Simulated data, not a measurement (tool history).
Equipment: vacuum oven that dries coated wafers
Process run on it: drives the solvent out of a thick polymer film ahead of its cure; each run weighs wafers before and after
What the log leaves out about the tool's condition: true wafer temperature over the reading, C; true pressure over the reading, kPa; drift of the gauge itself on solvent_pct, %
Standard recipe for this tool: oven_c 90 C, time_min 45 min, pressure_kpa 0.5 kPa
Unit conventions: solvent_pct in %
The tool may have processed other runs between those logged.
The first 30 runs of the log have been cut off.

run,hour,oven_c,time_min,pressure_kpa,hours of work since the thermocouples were calibrated,hours of work since the vacuum gauge was cleaned of residue,solvent_pct
31,1350.3,76,61,0.706,400,165,8.78
32,1393.6,104,61,0.527,433,199,0.42
33,1428.9,104,61,0.527,461,226,0.48
34,1483.9,87,60,0.5,503,268,4.16
35,1528.4,93,60,0.599,537,302,2.27
36,1568.5,93,60,0.599,568,333,2.2
37,1625.9,87,36,1.613,612,378,7.8
38,1651.7,92,67,1.613,632,397,2.42
39,1697,90,45,0.329,667,432,4.65
40,1741.7,90,45,0.528,702,467,4.64
41,1798.9,90,45,0.528,746,511,4.59

Run 42 is up next; what results do you expect?
42,1824.1,90,45,0.528,765,530,?

solvent_pct: 4.59 %
On a tool with no hidden condition, and with the same random variation, this run would have come out at solvent_pct 5.11 %.
